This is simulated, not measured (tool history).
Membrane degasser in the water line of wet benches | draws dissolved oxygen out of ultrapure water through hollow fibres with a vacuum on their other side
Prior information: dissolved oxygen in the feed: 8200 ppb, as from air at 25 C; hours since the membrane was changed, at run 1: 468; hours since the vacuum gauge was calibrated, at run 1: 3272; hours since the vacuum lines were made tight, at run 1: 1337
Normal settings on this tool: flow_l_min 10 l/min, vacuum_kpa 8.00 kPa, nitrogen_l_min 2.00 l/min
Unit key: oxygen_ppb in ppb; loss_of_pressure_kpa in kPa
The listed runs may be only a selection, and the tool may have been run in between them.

run	hour	flow_l_min	vacuum_kpa	nitrogen_l_min	hours since the membrane was changed	hours since the vacuum gauge was calibrated	hours since the vacuum lines were made tight	oxygen_ppb	loss_of_pressure_kpa
1	0.0	10	8.00	2.00	468	3272	1337	61.1	36.93
2	185.8	10	8.00	2.00	654	3458	1523	60.9	37.25
3	385.2	9	8.00	2.00	853	3658	1722	54.0	33.84
4	543.3	9	8.00	2.00	1011	3816	1880	53.1	33.49
5	646.7	9	8.00	2.00	1115	3919	1984	54.1	33.59
6	783.6	10	7.59	2.00	1252	4056	2121	56.5	37.38
7	889.1	10	17.15	2.00	1357	4161	2226	173.3	37.21
8	1079.8	10	17.15	2.00	1548	4352	2417	169.3	37.18
9	1247.9	10	17.15	2.00	1716	4520	2585	171.5	36.94
10	1456.2	10	8.00	2.00	1924	4729	2793	61.0	37.01
11	1586.9	10	8.00	2.00	2055	4859	2924	61.6	37.37
12	1792.8	10	8.00	2.00	2261	5065	3130	60.9	37.04
# hour 1862.5: vacuum gauge calibrated
13	2018.0	10	8.00	2.00	2486	156	3355	61.3	36.45
14	2248.3	10	8.00	2.00	2716	386	3585	61.3	36.87
15	2349.0	10	8.00	2.00	2816	486	3686	60.9	37.05
16	2494.2	10	8.00	2.00	2962	632	3831	60.4	36.73
17	2680.7	10	6.76	2.00	3148	818	4017	46.2	36.71
18	2920.9	10	6.76	2.00	3388	1058	4258	45.8	36.92
19	3033.6	15	14.39	1.47	3501	1171	4370	289.6	55.07
20	3142.0	15	12.13	4.59	3609	1279	4479	101.4	55.11
21	3241.9	15	12.13	4.59	3709	1379	4579	101.1	55.05
22	3421.3	9	12.13	0.84	3889	1559	4758	221.9	33.15
23	3656.9	6	11.76	1.08	4124	1794	4993	113.3	21.90
24	3803.5	6	11.76	1.08	4271	1941	5140	114.1	22.15
25	3928.8	8	18.97	2.00	4396	2066	5265	154.3	29.34
26	4026.6	10	18.97	1.07	4494	2164	5363	342.2	36.54
27	4238.3	10	13.35	2.00	4706	2376	5575	124.4	36.40
28	4415.2	10	15.74	0.83	4883	2553	5752	340.4	36.62
29	4612.0	6	15.74	1.46	5079	2749	5949	125.6	21.99
30	4729.1	16	15.74	1.46	5197	2867	6066	352.5	58.36
31	4881.6	11	5.26	1.46	5349	3019	6218	42.2	40.15

Consider 5 possible next runs. They are alternatives, not a sequence: every one starts from the tool as it was left by run 31. What does each give?
A	5070.8	7	5.80	2.00	5538	3208	6407	?	?
B	5070.8	11	5.26	2.67	5538	3208	6407	?	?
C	5070.8	10	5.26	1.46	5538	3208	6407	?	?
D	5070.8	11	5.26	3.71	5538	3208	6407	?	?
E	5070.8	11	7.20	1.46	5538	3208	6407	?	?

run	oxygen_ppb	loss_of_pressure_kpa
A	22.7	25.40
B	25.7	40.29
C	37.3	36.78
D	20.3	40.08
E	77.7	39.79
With the hidden condition removed and each run's random variation left untouched, the same runs would have given:
run	oxygen_ppb	loss_of_pressure_kpa
A	22.7	26.00
B	25.7	41.23
C	37.2	37.64
D	20.3	41.02
E	77.7	40.73

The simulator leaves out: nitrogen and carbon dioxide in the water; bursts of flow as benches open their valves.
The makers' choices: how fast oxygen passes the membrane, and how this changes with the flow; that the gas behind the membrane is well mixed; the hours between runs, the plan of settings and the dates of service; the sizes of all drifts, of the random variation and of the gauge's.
